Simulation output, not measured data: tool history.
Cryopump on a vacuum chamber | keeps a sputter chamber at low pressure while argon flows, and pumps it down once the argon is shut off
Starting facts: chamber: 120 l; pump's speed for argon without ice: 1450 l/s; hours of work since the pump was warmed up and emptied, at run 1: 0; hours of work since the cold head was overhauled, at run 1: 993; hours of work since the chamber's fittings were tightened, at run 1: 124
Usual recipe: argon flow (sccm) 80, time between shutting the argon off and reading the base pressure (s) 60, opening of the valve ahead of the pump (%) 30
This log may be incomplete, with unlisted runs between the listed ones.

run   hour  argon flow (sccm)  time between shutting the argon off and reading the base pressure (s)  opening of the valve ahead of the pump (%)  hours of work since the pump was warmed up and emptied  hours of work since the cold head was overhauled  hours of work since the chamber's fittings were tightened  pressure while argon flows (Pa)  pressure after the wait (uPa)
  1    0.0                 80                                                                     60                                          30                                                       0                                               993                                                        124                           0.3096                           1.69
  2   59.6                 80                                                                     60                                          59                                                      30                                              1023                                                        154                           0.1617                           1.78
  3  105.9                 80                                                                     60                                          59                                                      53                                              1047                                                        178                           0.1611                           1.78
  4  166.6                 80                                                                     60                                          59                                                      84                                              1078                                                        208                           0.1630                           1.81
  5  233.2                 52                                                                     60                                          30                                                     118                                              1111                                                        242                           0.2063                           1.77
  6  292.5                 52                                                                     60                                          30                                                     148                                              1141                                                        272                           0.2047                           1.86

Run 7, settings as shown, results not yet in. Your forecast:
  7  354.0                 52                                                                     60                                          30                                                     179                                              1172                                                        303                                ?                              ?

{"run 7": {"pressure while argon flows (Pa)": 0.2056, "pressure after the wait (uPa)": 1.83}}
Without the tool's hidden state the same run would have given pressure while argon flows (Pa) 0.2014, pressure after the wait (uPa) 1.57.

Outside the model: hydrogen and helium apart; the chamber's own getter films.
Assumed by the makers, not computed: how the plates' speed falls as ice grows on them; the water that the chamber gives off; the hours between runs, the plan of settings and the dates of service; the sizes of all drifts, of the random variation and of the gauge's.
